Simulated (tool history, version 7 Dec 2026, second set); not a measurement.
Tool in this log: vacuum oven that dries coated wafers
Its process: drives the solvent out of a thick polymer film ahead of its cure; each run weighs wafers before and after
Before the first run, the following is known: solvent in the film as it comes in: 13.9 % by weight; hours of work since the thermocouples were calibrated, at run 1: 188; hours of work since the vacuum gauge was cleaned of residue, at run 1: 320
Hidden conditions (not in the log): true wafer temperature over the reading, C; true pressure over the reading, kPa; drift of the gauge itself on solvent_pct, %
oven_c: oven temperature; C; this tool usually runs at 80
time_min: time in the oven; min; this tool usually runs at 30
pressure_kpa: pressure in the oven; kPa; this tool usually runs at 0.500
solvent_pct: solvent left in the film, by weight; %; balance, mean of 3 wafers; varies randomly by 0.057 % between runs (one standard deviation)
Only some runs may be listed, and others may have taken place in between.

run	day	oven_c	time_min	pressure_kpa	hours of work since the thermocouples were calibrated	hours of work since the vacuum gauge was cleaned of residue	solvent_pct
1	0.000	80	30	0.500	188	320	2.81
2	0.617	80	36	0.500	200	331	2.26
3	1.104	80	36	0.500	208	340	2.24
4	1.433	80	36	0.500	214	346	2.18
5	1.875	80	36	0.500	222	354	2.20
6	2.233	80	37	0.500	229	360	2.14
7	2.558	80	30	0.500	235	366	2.79
8	3.125	80	30	0.500	245	376	2.90
9	3.558	80	30	0.698	253	384	2.99
10	4.054	80	30	0.698	262	393	2.92
11	4.450	80	30	0.698	269	400	2.96
12	4.725	80	30	0.698	274	406	2.94
13	5.254	88	30	0.500	284	415	1.21
14	5.617	66	30	0.500	290	422	6.77
15	5.904	80	30	0.770	295	427	2.99
16	6.158	80	30	0.770	300	431	3.07
17	6.467	80	30	0.500	306	437	2.97
18	7.054	88	30	0.500	316	448	1.04
19	7.500	88	30	0.500	324	456	1.12
20	8.000	80	30	0.500	333	465	2.98
21	8.342	80	30	0.500	339	471	2.91
22	8.746	80	30	0.500	347	478	2.86
23	9.067	80	30	0.500	353	484	2.94
24	9.454	80	30	1.842	360	491	3.48
25	9.883	80	30	1.842	367	499	3.56
26	10.229	73	32	0.252	374	505	4.62
27	10.742	73	32	0.252	383	514	4.68
28	11.129	80	16	0.500	390	521	5.29
29	11.529	83	36	0.500	397	529	1.58
30	11.804	91	37	0.500	402	534	0.54
31	12.404	91	16	0.416	413	545	2.42
32	12.896	91	16	0.416	422	554	2.47
33	13.279	94	16	0.500	429	560	1.88
34	13.779	94	16	0.500	438	569	1.81
35	14.108	92	31	0.875	444	575	0.81
36	14.421	92	22	0.875	450	581	1.39
37	14.750	67	49	0.500	456	587	4.87
38	15.138	87	43	0.291	463	594	0.66
39	15.546	87	43	0.291	470	602	0.63
40	16.129	80	20	0.500	481	612	4.61
41	16.542	93	30	0.500	488	620	0.53
42	17.067	72	30	0.496	498	629	5.29
43	17.446	70	18	0.496	504	636	7.71
44	18.058	70	18	0.496	515	647	7.84
45	18.575	70	18	0.496	525	656	7.59
46	18.850	89	18	0.960	530	661	2.88

5 options for the next run, each taken on its own from the tool as it stands now. Forecast them:
A	19.296	88	23	0.500	538	669	?
B	19.296	77	44	0.859	538	669	?
C	19.296	66	44	0.609	538	669	?
D	19.296	80	19	0.323	538	669	?
E	19.296	77	18	0.960	538	669	?

run	solvent_pct
A	2.04
B	2.70
C	5.71
D	4.80
E	5.91
Had the tool no hidden state, the same runs would have come out as:
run	solvent_pct
A	1.91
B	2.53
C	5.52
D	4.64
E	5.75
